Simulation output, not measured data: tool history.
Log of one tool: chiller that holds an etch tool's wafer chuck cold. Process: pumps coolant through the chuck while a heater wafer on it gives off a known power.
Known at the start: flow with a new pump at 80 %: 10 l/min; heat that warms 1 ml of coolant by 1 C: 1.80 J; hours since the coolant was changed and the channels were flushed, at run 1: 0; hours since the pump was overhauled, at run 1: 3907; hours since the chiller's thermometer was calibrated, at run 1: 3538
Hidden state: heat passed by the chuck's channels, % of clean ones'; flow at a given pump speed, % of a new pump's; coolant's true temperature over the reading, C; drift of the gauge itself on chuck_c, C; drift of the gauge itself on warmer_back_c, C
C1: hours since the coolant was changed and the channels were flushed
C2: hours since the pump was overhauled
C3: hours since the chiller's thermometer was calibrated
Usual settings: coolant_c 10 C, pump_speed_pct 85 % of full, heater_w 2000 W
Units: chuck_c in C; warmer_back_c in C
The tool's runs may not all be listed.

{"run": 1, "hour": 0.0, "coolant_c": 10, "pump_speed_pct": 85, "heater_w": 2000, "C1": 0, "C2": 3907, "C3": 3538, "chuck_c": 36.0, "warmer_back_c": 6.58}
{"run": 2, "hour": 126.2, "coolant_c": 10, "pump_speed_pct": 85, "heater_w": 2000, "C1": 126, "C2": 4033, "C3": 3664, "chuck_c": 36.2, "warmer_back_c": 6.6}
{"hour": 165.2, "done": "chiller's thermometer calibrated"}
{"run": 3, "hour": 277.0, "coolant_c": 10, "pump_speed_pct": 85, "heater_w": 2000, "C1": 276, "C2": 4183, "C3": 112, "chuck_c": 35.8, "warmer_back_c": 6.62}
{"run": 4, "hour": 364.2, "coolant_c": 10, "pump_speed_pct": 85, "heater_w": 2000, "C1": 363, "C2": 4270, "C3": 199, "chuck_c": 35.8, "warmer_back_c": 6.58}
{"run": 5, "hour": 477.9, "coolant_c": 10, "pump_speed_pct": 85, "heater_w": 2000, "C1": 477, "C2": 4384, "C3": 313, "chuck_c": 36.0, "warmer_back_c": 6.61}
{"run": 6, "hour": 584.8, "coolant_c": 16, "pump_speed_pct": 85, "heater_w": 2000, "C1": 584, "C2": 4491, "C3": 420, "chuck_c": 42.2, "warmer_back_c": 6.64}
{"run": 7, "hour": 731.0, "coolant_c": 16, "pump_speed_pct": 85, "heater_w": 2000, "C1": 730, "C2": 4637, "C3": 566, "chuck_c": 42.4, "warmer_back_c": 6.71}
{"run": 8, "hour": 886.5, "coolant_c": 10, "pump_speed_pct": 85, "heater_w": 2000, "C1": 885, "C2": 4792, "C3": 721, "chuck_c": 36.4, "warmer_back_c": 6.7}
{"run": 9, "hour": 1077.1, "coolant_c": 10, "pump_speed_pct": 85, "heater_w": 2000, "C1": 1076, "C2": 4983, "C3": 912, "chuck_c": 36.5, "warmer_back_c": 6.74}
{"run": 10, "hour": 1201.3, "coolant_c": 10, "pump_speed_pct": 85, "heater_w": 2000, "C1": 1200, "C2": 5107, "C3": 1036, "chuck_c": 36.9, "warmer_back_c": 6.65}
{"hour": 1220.0, "done": "coolant pump overhauled"}
{"run": 11, "hour": 1384.2, "coolant_c": 10, "pump_speed_pct": 85, "heater_w": 2000, "C1": 1378, "C2": 164, "C3": 1214, "chuck_c": 38.2, "warmer_back_c": 7.08}
{"hour": 1527.3, "done": "coolant pump overhauled, once more"}
{"run": 12, "hour": 1561.4, "coolant_c": 10, "pump_speed_pct": 85, "heater_w": 1524, "C1": 1550, "C2": 34, "C3": 1386, "chuck_c": 29.3, "warmer_back_c": 4.74}
{"run": 13, "hour": 1654.7, "coolant_c": 10, "pump_speed_pct": 85, "heater_w": 1524, "C1": 1644, "C2": 127, "C3": 1479, "chuck_c": 29.7, "warmer_back_c": 4.73}
{"run": 14, "hour": 1806.6, "coolant_c": 10, "pump_speed_pct": 85, "heater_w": 2000, "C1": 1796, "C2": 279, "C3": 1631, "chuck_c": 35.6, "warmer_back_c": 6.18}
{"run": 15, "hour": 1984.8, "coolant_c": 10, "pump_speed_pct": 85, "heater_w": 2866, "C1": 1974, "C2": 457, "C3": 1810, "chuck_c": 46.9, "warmer_back_c": 8.91}
{"run": 16, "hour": 2107.8, "coolant_c": 10, "pump_speed_pct": 85, "heater_w": 2866, "C1": 2097, "C2": 581, "C3": 1933, "chuck_c": 47.0, "warmer_back_c": 8.98}
{"run": 17, "hour": 2201.6, "coolant_c": 10, "pump_speed_pct": 68, "heater_w": 2000, "C1": 2191, "C2": 674, "C3": 2026, "chuck_c": 42.2, "warmer_back_c": 8.11}
{"run": 18, "hour": 2353.3, "coolant_c": 10, "pump_speed_pct": 68, "heater_w": 2000, "C1": 2342, "C2": 826, "C3": 2178, "chuck_c": 42.4, "warmer_back_c": 8.04}
{"run": 19, "hour": 2439.6, "coolant_c": 10, "pump_speed_pct": 68, "heater_w": 2000, "C1": 2429, "C2": 912, "C3": 2264, "chuck_c": 42.2, "warmer_back_c": 8.12}
{"run": 20, "hour": 2615.8, "coolant_c": 10, "pump_speed_pct": 68, "heater_w": 2000, "C1": 2605, "C2": 1088, "C3": 2441, "chuck_c": 42.8, "warmer_back_c": 8.09}
{"run": 21, "hour": 2802.7, "coolant_c": 10, "pump_speed_pct": 66, "heater_w": 2000, "C1": 2792, "C2": 1275, "C3": 2627, "chuck_c": 43.7, "warmer_back_c": 8.47}
{"run": 22, "hour": 2942.9, "coolant_c": 10, "pump_speed_pct": 66, "heater_w": 2000, "C1": 2932, "C2": 1416, "C3": 2768, "chuck_c": 44.0, "warmer_back_c": 8.44}
{"run": 23, "hour": 3085.7, "coolant_c": 9, "pump_speed_pct": 85, "heater_w": 2000, "C1": 3075, "C2": 1558, "C3": 2910, "chuck_c": 36.0, "warmer_back_c": 6.36}
{"run": 24, "hour": 3195.2, "coolant_c": 7, "pump_speed_pct": 82, "heater_w": 1109, "C1": 3184, "C2": 1668, "C3": 3020, "chuck_c": 22.6, "warmer_back_c": 3.68}
{"run": 25, "hour": 3355.3, "coolant_c": 7, "pump_speed_pct": 82, "heater_w": 1109, "C1": 3344, "C2": 1828, "C3": 3180, "chuck_c": 22.6, "warmer_back_c": 3.66}
{"run": 26, "hour": 3450.7, "coolant_c": 7, "pump_speed_pct": 82, "heater_w": 1109, "C1": 3440, "C2": 1923, "C3": 3275, "chuck_c": 22.7, "warmer_back_c": 3.65}
{"run": 27, "hour": 3648.8, "coolant_c": 10, "pump_speed_pct": 82, "heater_w": 2226, "C1": 3638, "C2": 2121, "C3": 3474, "chuck_c": 41.7, "warmer_back_c": 7.43}
{"run": 28, "hour": 3744.7, "coolant_c": 10, "pump_speed_pct": 85, "heater_w": 2619, "C1": 3734, "C2": 2217, "C3": 3569, "chuck_c": 46.1, "warmer_back_c": 8.38}
{"hour": 3880.1, "done": "chiller's thermometer calibrated"}
{"run": 29, "hour": 3953.0, "coolant_c": 0, "pump_speed_pct": 92, "heater_w": 1188, "C1": 3941, "C2": 2425, "C3": 73, "chuck_c": 14.9, "warmer_back_c": 3.46}
{"run": 30, "hour": 4082.8, "coolant_c": 2, "pump_speed_pct": 68, "heater_w": 1673, "C1": 4071, "C2": 2554, "C3": 203, "chuck_c": 30.5, "warmer_back_c": 6.87}
{"run": 31, "hour": 4220.0, "coolant_c": 10, "pump_speed_pct": 61, "heater_w": 2331, "C1": 4208, "C2": 2692, "C3": 340, "chuck_c": 54.3, "warmer_back_c": 10.93}
{"run": 32, "hour": 4337.8, "coolant_c": 17, "pump_speed_pct": 99, "heater_w": 1241, "C1": 4326, "C2": 2809, "C3": 458, "chuck_c": 32.1, "warmer_back_c": 3.35}

Forecast each of these 3 alternatives for the next run:
{"run": "A", "hour": 4438.7, "coolant_c": 2, "pump_speed_pct": 65, "heater_w": 1747, "C1": 4427, "C2": 2910, "C3": 559, "chuck_c": "?", "warmer_back_c": "?"}
{"run": "B", "hour": 4438.7, "coolant_c": 10, "pump_speed_pct": 85, "heater_w": 1245, "C1": 4427, "C2": 2910, "C3": 559, "chuck_c": "?", "warmer_back_c": "?"}
{"run": "C", "hour": 4438.7, "coolant_c": 17, "pump_speed_pct": 99, "heater_w": 1100, "C1": 4427, "C2": 2910, "C3": 559, "chuck_c": "?", "warmer_back_c": "?"}

run=A chuck_c=33.7 warmer_back_c=7.69
run=B chuck_c=27.4 warmer_back_c=4.01
run=C chuck_c=30.5 warmer_back_c=3.00
Without the tool's hidden state the same runs would have given:
run=A chuck_c=29.5 warmer_back_c=7.40
run=B chuck_c=25.1 warmer_back_c=3.86
run=C chuck_c=28.7 warmer_back_c=2.89
